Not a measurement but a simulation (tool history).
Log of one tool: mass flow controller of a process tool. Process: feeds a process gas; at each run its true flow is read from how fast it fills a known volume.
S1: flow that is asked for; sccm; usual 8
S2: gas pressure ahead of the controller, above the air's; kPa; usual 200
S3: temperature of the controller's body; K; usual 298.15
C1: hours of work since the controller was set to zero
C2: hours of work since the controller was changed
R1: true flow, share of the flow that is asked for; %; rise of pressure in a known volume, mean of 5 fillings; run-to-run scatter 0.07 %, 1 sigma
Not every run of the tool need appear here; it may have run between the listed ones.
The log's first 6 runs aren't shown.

run    hour  S1   S2      S3    C1    C2     R1
  7   921.8   8  200  307.15  2436  2436  98.15
  8  1119.4   8  246  307.15  2576  2576  98.52
  9  1252.5  10  200  298.15  2669  2669  98.52
 10  1403.0  10  200  298.15  2775  2775  98.40
 11  1531.5  14  200  298.15  2866  2866  98.63
 12  1696.6  14  200  296.15  2982  2982  98.70
 13  1814.5  14  200  296.15  3065  3065  98.64
 14  1938.3  14  200  296.15  3153  3153  98.53
 15  2086.6  14  200  296.15  3257  3257  98.50
 16  2171.4  14  200  296.15  3317  3317  98.45
 17  2272.0  14  200  296.15  3388  3388  98.32
 18  2460.2   3  200  298.15  3520  3520  97.22
 19  2576.1   3  200  298.15  3602  3602  97.27
 20  2725.3   3  200  298.15  3707  3707  97.22
 21  2828.0   8  200  302.15  3779  3779  97.38
 22  2975.6   8  200  302.15  3883  3883  97.33
 23  3075.9   8  213  298.15  3954  3954  97.59
 24  3174.5   8  213  298.15  4023  4023  97.36
 25  3282.8   8  213  298.15  4100  4100  97.25
 26  3419.7   7  155  312.15  4196  4196  96.36
 27  3582.9   8  191  298.15  4311  4311  96.96
 28  3733.0   6  200  300.15  4417  4417  96.68
 29  3840.7   6  200  300.15  4493  4493  96.75
 30  3981.9   6  276  298.15  4592  4592  97.22

What does the tool deliver on the next run?
 31  4099.6   8  205  298.15  4675  4675   ?

{"run 31": {"R1": 96.79}}
Had the tool carried no hidden state, the very same run would have given R1 98.89 %.
